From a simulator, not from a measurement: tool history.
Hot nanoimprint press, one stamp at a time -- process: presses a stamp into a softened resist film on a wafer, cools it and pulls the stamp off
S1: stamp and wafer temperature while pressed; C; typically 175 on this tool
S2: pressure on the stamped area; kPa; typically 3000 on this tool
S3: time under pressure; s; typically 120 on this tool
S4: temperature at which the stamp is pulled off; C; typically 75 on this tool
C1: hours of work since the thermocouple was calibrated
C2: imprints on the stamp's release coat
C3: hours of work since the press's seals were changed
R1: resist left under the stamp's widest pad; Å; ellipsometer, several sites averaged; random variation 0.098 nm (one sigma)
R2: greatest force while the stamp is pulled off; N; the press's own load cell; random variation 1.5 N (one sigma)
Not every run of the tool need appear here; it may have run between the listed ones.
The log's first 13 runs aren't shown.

| run | hour | S1 | S2 | S3 | S4 | C1 | C2 | C3 | R1 | R2 |
|---|---|---|---|---|---|---|---|---|---|---|
|  | 111.6 | stamp cleaned and given a new release coat |
| 14 | 117.9 | 175 | 2210 | 120 | 75 | 31 | 13 | 293 | 819.5 | 213 |
| 15 | 128.9 | 175 | 1830 | 120 | 75 | 36 | 36 | 298 | 894.5 | 213 |
| 16 | 140.2 | 175 | 3000 | 128 | 80 | 42 | 60 | 304 | 693.3 | 193 |
| 17 | 146.1 | 175 | 4280 | 128 | 77 | 45 | 73 | 307 | 580.5 | 208 |
| 18 | 151.9 | 175 | 3430 | 211 | 75 | 48 | 85 | 310 | 525.3 | 216 |
| 19 | 158.0 | 175 | 3430 | 157 | 63 | 51 | 98 | 313 | 595.9 | 261 |
| 20 | 167.6 | 175 | 3430 | 157 | 63 | 55 | 118 | 318 | 593.7 | 264 |
| 21 | 174.7 | 175 | 3430 | 157 | 63 | 59 | 133 | 321 | 595.1 | 258 |
| 22 | 186.4 | 183 | 3000 | 79 | 75 | 65 | 158 | 327 | 591.6 | 215 |
| 23 | 195.3 | 174 | 3000 | 120 | 75 | 69 | 177 | 332 | 744.0 | 218 |
| 24 | 203.2 | 175 | 3930 | 88 | 79 | 73 | 194 | 336 | 707.8 | 201 |
| 25 | 212.2 | 175 | 3000 | 160 | 74 | 78 | 213 | 340 | 629.8 | 219 |
| 26 | 218.8 | 175 | 3000 | 160 | 74 | 81 | 227 | 343 | 629.1 | 221 |
| 27 | 226.1 | 173 | 2930 | 120 | 73 | 85 | 242 | 347 | 786.8 | 223 |
| 28 | 236.1 | 175 | 3000 | 120 | 68 | 90 | 264 | 352 | 708.6 | 247 |
| 29 | 241.1 | 175 | 1950 | 120 | 75 | 92 | 274 | 355 | 867.1 | 220 |
| 30 | 249.3 | 176 | 3010 | 123 | 67 | 96 | 292 | 359 | 669.7 | 248 |

Below are 4 alternative next runs, each starting from the tool's condition after run 30. Predict each:
| A | 254.3 | 179 | 3010 | 114 | 67 | 99 | 302 | 361 | ? | ? |
| B | 254.3 | 175 | 2000 | 85 | 75 | 99 | 302 | 361 | ? | ? |
| C | 254.3 | 181 | 3460 | 120 | 68 | 99 | 302 | 361 | ? | ? |
| D | 254.3 | 175 | 3130 | 135 | 75 | 99 | 302 | 361 | ? | ? |

| run | R1 | R2 |
|---|---|---|
| A | 602.5 | 251 |
| B | 975.2 | 220 |
| C | 502.9 | 245 |
| D | 661.4 | 220 |
With the hidden condition removed and each run's random variation left untouched, the same runs would have given:
| run | R1 | R2 |
|---|---|---|
| A | 598.5 | 245 |
| B | 974.7 | 215 |
| C | 498.1 | 240 |
| D | 657.0 | 215 |

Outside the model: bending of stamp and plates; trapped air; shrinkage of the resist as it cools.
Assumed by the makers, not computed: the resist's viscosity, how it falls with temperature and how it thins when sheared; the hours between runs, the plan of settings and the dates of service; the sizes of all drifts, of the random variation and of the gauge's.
